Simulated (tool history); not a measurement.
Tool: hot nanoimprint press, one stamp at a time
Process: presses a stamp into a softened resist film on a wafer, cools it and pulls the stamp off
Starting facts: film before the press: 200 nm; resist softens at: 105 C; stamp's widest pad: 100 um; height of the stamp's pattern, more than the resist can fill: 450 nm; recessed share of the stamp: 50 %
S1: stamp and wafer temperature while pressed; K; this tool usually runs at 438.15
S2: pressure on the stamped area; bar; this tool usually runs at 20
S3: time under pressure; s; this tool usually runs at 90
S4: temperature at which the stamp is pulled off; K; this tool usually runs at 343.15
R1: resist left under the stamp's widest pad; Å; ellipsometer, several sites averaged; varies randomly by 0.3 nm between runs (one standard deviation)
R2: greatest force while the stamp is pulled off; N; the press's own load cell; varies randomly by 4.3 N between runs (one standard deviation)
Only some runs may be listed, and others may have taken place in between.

Run 1, hour 0: usual settings. Result: R1 741 Å, R2 230 N.
Run 2, hour 48.1: usual settings. Result: R1 742 Å, R2 240 N.
Run 3, hour 129.5: usual settings. Result: R1 737 Å, R2 261 N.
Run 4, hour 202.3: usual settings. Result: R1 731 Å, R2 254 N.
Run 5, hour 257.3: usual settings. Result: R1 726 Å, R2 271 N.
Run 6, hour 338.3: usual settings. Result: R1 727 Å, R2 286 N.
Run 7, hour 424.2: usual settings but S1 436.15 K. Result: R1 772 Å, R2 289 N.
At hour 444.1: plate thermocouple calibrated.
At hour 482: stamp cleaned and given a new release coat.
Run 8, hour 506: usual settings but S1 448.15 K. Result: R1 544 Å, R2 215 N.
Run 9, hour 581.1: usual settings but S1 448.15 K. Result: R1 535 Å, R2 228 N.
Run 10, hour 630.5: usual settings but S1 448.15 K. Result: R1 537 Å, R2 235 N.
Run 11, hour 666.7: usual settings but S1 448.15 K. Result: R1 533 Å, R2 245 N.
Run 12, hour 736.2: usual settings but S1 448.15 K. Result: R1 531 Å, R2 244 N.
Run 13, hour 810.2: usual settings but S1 448.15 K. Result: R1 529 Å, R2 255 N.
At hour 871.1: press's hydraulic seals changed and the load cell set to zero.
Run 14, hour 888.9: usual settings but S1 448.15 K, S2 22.1 bar, S3 127 s. Result: R1 427 Å, R2 272 N.
Run 15, hour 927: usual settings but S1 441.15 K, S2 22.5 bar, S3 65 s, S4 337.15 K. Result: R1 685 Å, R2 321 N.
At hour 943.2: plate thermocouple calibrated.
Run 16, hour 997.1: usual settings but S1 441.15 K, S2 22.5 bar, S3 65 s, S4 337.15 K. Result: R1 709 Å, R2 337 N.
Run 17, hour 1081.3: usual settings but S1 441.15 K, S2 21.4 bar, S3 85 s, S4 351.15 K. Result: R1 657 Å, R2 223 N.
At hour 1115.2: stamp cleaned and given a new release coat.
Run 18, hour 1153.6: usual settings but S1 441.15 K, S2 21.4 bar, S3 85 s, S4 351.15 K. Result: R1 647 Å, R2 162 N.
Run 19, hour 1193.5: usual settings but S1 445.15 K, S3 47 s. Result: R1 733 Å, R2 208 N.

Each row is a separate what-if for the run after 19, all from the same tool condition, not one after another. Results?
Run A, hour 1243.5: usual settings but S4 333.15 K. Result: R1 ?, R2 ?.
Run B, hour 1243.5: usual settings but S2 29.5 bar, S4 350.15 K. Result: R1 ?, R2 ?.
Run C, hour 1243.5: usual settings but S2 16 bar, S3 123 s, S4 345.15 K. Result: R1 ?, R2 ?.

run   R1   R2
  A  736  285
  B  589  180
  C  743  218
With the hidden condition removed and each run's random variation left untouched, the same runs would have given:
run   R1   R2
  A  753  266
  B  601  170
  C  762  205
